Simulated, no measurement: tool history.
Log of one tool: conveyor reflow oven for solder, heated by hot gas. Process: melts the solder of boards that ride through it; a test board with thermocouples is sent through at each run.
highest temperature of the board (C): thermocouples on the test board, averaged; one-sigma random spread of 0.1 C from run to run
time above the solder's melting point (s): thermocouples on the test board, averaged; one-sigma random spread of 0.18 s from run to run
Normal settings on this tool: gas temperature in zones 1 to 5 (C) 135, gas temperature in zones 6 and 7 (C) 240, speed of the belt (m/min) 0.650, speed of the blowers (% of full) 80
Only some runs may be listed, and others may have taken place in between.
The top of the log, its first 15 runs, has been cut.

| run | hour | gas temperature in zones 1 to 5 (C) | gas temperature in zones 6 and 7 (C) | speed of the belt (m/min) | speed of the blowers (% of full) | hours of work since the flux was cleaned out | hours of work since the belt drive was overhauled | hours of work since the thermocouples were changed | highest temperature of the board (C) | time above the solder's melting point (s) |
|---|---|---|---|---|---|---|---|---|---|---|
| 16 | 164.3 | 127 | 240 | 0.650 | 80 | 62 | 125 | 105 | 224.0 | 50.2 |
| 17 | 177.4 | 124 | 241 | 0.567 | 78 | 68 | 131 | 111 | 228.2 | 59.8 |
| 18 | 187.7 | 131 | 234 | 0.554 | 65 | 72 | 136 | 116 | 220.0 | 57.7 |
| 19 | 195.0 | 135 | 234 | 0.540 | 65 | 76 | 139 | 119 | 221.5 | 61.8 |
| 20 | 205.5 | 135 | 230 | 0.650 | 88 | 81 | 144 | 124 | 217.5 | 48.8 |
| 21 | 212.7 | 135 | 230 | 0.650 | 88 | 84 | 147 | 127 | 217.5 | 48.7 |
| 22 | 222.1 | 150 | 240 | 0.650 | 80 | 88 | 151 | 131 | 227.2 | 58.3 |
| 23 | 235.7 | 141 | 253 | 0.650 | 88 | 94 | 157 | 137 | 239.2 | 60.7 |
| 24 | 244.1 | 141 | 246 | 0.742 | 88 | 98 | 161 | 141 | 228.8 | 49.5 |
| 25 | 250.7 | 140 | 246 | 0.648 | 84 | 101 | 164 | 144 | 232.3 | 57.6 |
| 26 | 258.6 | 148 | 237 | 0.641 | 72 | 104 | 168 | 148 | 222.4 | 56.7 |
| 27 | 266.7 | 148 | 237 | 0.641 | 72 | 108 | 171 | 151 | 222.7 | 56.2 |
| 28 | 277.1 | 135 | 240 | 0.771 | 80 | 113 | 176 | 156 | 218.9 | 41.1 |
| 29 | 287.9 | 135 | 240 | 0.771 | 80 | 118 | 181 | 161 | 219.0 | 40.7 |
| 30 | 294.8 | 135 | 240 | 0.771 | 80 | 121 | 184 | 164 | 218.9 | 40.9 |
| 31 | 307.9 | 135 | 240 | 0.771 | 80 | 127 | 190 | 170 | 218.6 | 40.8 |

Alternative continuations, all from the tool just after run 31; predict every row:
| A | 320.9 | 135 | 247 | 0.582 | 80 | 133 | 196 | 176 | ? | ? |
| B | 320.9 | 145 | 240 | 0.771 | 80 | 133 | 196 | 176 | ? | ? |
| C | 320.9 | 135 | 240 | 0.542 | 66 | 133 | 196 | 176 | ? | ? |
| D | 320.9 | 146 | 240 | 0.591 | 86 | 133 | 196 | 176 | ? | ? |

| run | highest temperature of the board (C) | time above the solder's melting point (s) |
|---|---|---|
| A | 234.2 | 64.3 |
| B | 220.8 | 44.0 |
| C | 226.8 | 64.9 |
| D | 230.0 | 64.7 |
Had the tool no hidden state, the same runs would have come out as:
| run | highest temperature of the board (C) | time above the solder's melting point (s) |
|---|---|---|
| A | 235.3 | 64.3 |
| B | 222.0 | 44.5 |
| C | 227.6 | 65.0 |
| D | 230.9 | 64.7 |
